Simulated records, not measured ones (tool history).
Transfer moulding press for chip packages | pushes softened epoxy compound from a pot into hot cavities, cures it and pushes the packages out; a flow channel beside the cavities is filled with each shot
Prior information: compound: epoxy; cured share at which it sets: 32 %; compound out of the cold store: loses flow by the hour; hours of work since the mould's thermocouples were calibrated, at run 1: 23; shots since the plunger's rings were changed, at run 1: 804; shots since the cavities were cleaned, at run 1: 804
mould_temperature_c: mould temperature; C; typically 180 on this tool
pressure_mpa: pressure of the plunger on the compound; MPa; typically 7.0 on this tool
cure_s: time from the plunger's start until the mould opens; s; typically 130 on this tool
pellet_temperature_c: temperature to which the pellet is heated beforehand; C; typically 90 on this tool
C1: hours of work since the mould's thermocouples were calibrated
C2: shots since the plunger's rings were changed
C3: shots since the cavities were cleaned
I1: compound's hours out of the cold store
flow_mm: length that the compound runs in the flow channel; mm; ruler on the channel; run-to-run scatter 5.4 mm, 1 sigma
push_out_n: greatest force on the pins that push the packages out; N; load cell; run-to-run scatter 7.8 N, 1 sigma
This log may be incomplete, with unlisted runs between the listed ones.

Run 1, hour 0.0: usual settings; C1 23; C2 804; C3 804; I1 17.3. Result: flow_mm 592 mm, push_out_n 446 N.
At hour 23.2: cavities cleaned with cleaning compound and waxed.
Run 2, hour 61.3: usual settings but cure_s 161 s; C1 61; C2 1359; C3 353; I1 16.0. Result: flow_mm 588 mm, push_out_n 356 N.
Run 3, hour 115.3: usual settings but cure_s 161 s; C1 96; C2 1859; C3 853; I1 34.1. Result: flow_mm 531 mm, push_out_n 396 N.
At hour 133.2: cavities cleaned with cleaning compound and waxed.
Run 4, hour 154.7: usual settings; C1 121; C2 2211; C3 199; I1 9.3. Result: flow_mm 599 mm, push_out_n 396 N.
At hour 240.1: cavities cleaned with cleaning compound and waxed.
Run 5, hour 240.1: usual settings; C1 175; C2 2989; C3 0; I1 22.6. Result: flow_mm 559 mm, push_out_n 360 N.
Run 6, hour 311.1: usual settings; C1 221; C2 3647; C3 658; I1 9.0. Result: flow_mm 579 mm, push_out_n 443 N.
At hour 347.0: cavities cleaned with cleaning compound and waxed.
Run 7, hour 386.4: usual settings; C1 268; C2 4332; C3 366; I1 21.0. Result: flow_mm 546 mm, push_out_n 399 N.
At hour 456.5: cavities cleaned with cleaning compound and waxed.
Run 8, hour 472.1: usual settings; C1 323; C2 5112; C3 145; I1 15.3. Result: flow_mm 548 mm, push_out_n 363 N.
Run 9, hour 546.1: usual settings but pellet_temperature_c 85 C; C1 370; C2 5798; C3 831; I1 8.2. Result: flow_mm 574 mm, push_out_n 453 N.
At hour 552.5: plunger's sealing rings changed.
At hour 564.5: cavities cleaned with cleaning compound and waxed.
Run 10, hour 610.3: usual settings but pellet_temperature_c 85 C; C1 409; C2 522; C3 425; I1 20.5. Result: flow_mm 580 mm, push_out_n 405 N.
At hour 670.1: cavities cleaned with cleaning compound and waxed.
Run 11, hour 689.4: usual settings but pellet_temperature_c 85 C; C1 459; C2 1241; C3 178; I1 32.7. Result: flow_mm 533 mm, push_out_n 366 N.
Run 12, hour 749.9: usual settings but pellet_temperature_c 85 C; C1 499; C2 1802; C3 739; I1 16.8. Result: flow_mm 583 mm, push_out_n 450 N.
At hour 780.8: cavities cleaned with cleaning compound and waxed.
Run 13, hour 836.0: usual settings but pellet_temperature_c 85 C; C1 553; C2 2587; C3 512; I1 20.6. Result: flow_mm 558 mm, push_out_n 425 N.
Run 14, hour 871.7: usual settings but pellet_temperature_c 85 C; C1 576; C2 2918; C3 843; I1 22.8. Result: flow_mm 561 mm, push_out_n 433 N.
At hour 888.6: cavities cleaned with cleaning compound and waxed.
Run 15, hour 910.6: usual settings but mould_temperature_c 177 C, pellet_temperature_c 85 C; C1 600; C2 3265; C3 205; I1 21.9. Result: flow_mm 559 mm, push_out_n 444 N.
Run 16, hour 969.0: usual settings but mould_temperature_c 177 C, pellet_temperature_c 85 C; C1 638; C2 3807; C3 747; I1 24.1. Result: flow_mm 540 mm, push_out_n 493 N.
At hour 997.6: cavities cleaned with cleaning compound and waxed.
Run 17, hour 1041.6: usual settings but cure_s 110 s, pellet_temperature_c 100 C; C1 684; C2 4466; C3 408; I1 22.8. Result: flow_mm 534 mm, push_out_n 501 N.
Run 18, hour 1092.6: usual settings but mould_temperature_c 186 C, cure_s 168 s; C1 717; C2 4938; C3 880; I1 22.0. Result: flow_mm 526 mm, push_out_n 383 N.
At hour 1107.1: cavities cleaned with cleaning compound and waxed.
At hour 1120.4: mould's thermocouples calibrated.
Run 19, hour 1148.9: usual settings but mould_temperature_c 186 C, cure_s 168 s; C1 18; C2 5428; C3 369; I1 19.2. Result: flow_mm 519 mm, push_out_n 345 N.
Run 20, hour 1190.3: usual settings but mould_temperature_c 176 C, pressure_mpa 8.4 MPa, cure_s 155 s, pellet_temperature_c 82 C; C1 45; C2 5812; C3 753; I1 36.5. Result: flow_mm 545 mm, push_out_n 443 N.
At hour 1199.9: plunger's sealing rings changed.
At hour 1217.6: cavities cleaned with cleaning compound and waxed.
Run 21, hour 1231.5: usual settings but mould_temperature_c 185 C, pressure_mpa 6.3 MPa, cure_s 155 s, pellet_temperature_c 100 C; C1 69; C2 278; C3 128; I1 26.7. Result: flow_mm 523 mm, push_out_n 308 N.
Run 22, hour 1298.8: usual settings but mould_temperature_c 185 C, pressure_mpa 6.3 MPa, cure_s 155 s, pellet_temperature_c 100 C; C1 113; C2 903; C3 753; I1 37.1. Result: flow_mm 490 mm, push_out_n 382 N.

Run 23, settings as shown, results not yet in. Your forecast:
At hour 1327.5: cavities cleaned with cleaning compound and waxed.
Run 23, hour 1366.3: usual settings but mould_temperature_c 181 C, pellet_temperature_c 86 C; C1 155; C2 1515; C3 360; I1 36.4. Result: flow_mm ?, push_out_n ?.

Run 23 yielded flow_mm 521 mm, push_out_n 391 N.
If the tool had no hidden condition, the same run with the same run-to-run variation would have returned flow_mm 534 mm, push_out_n 324 N.
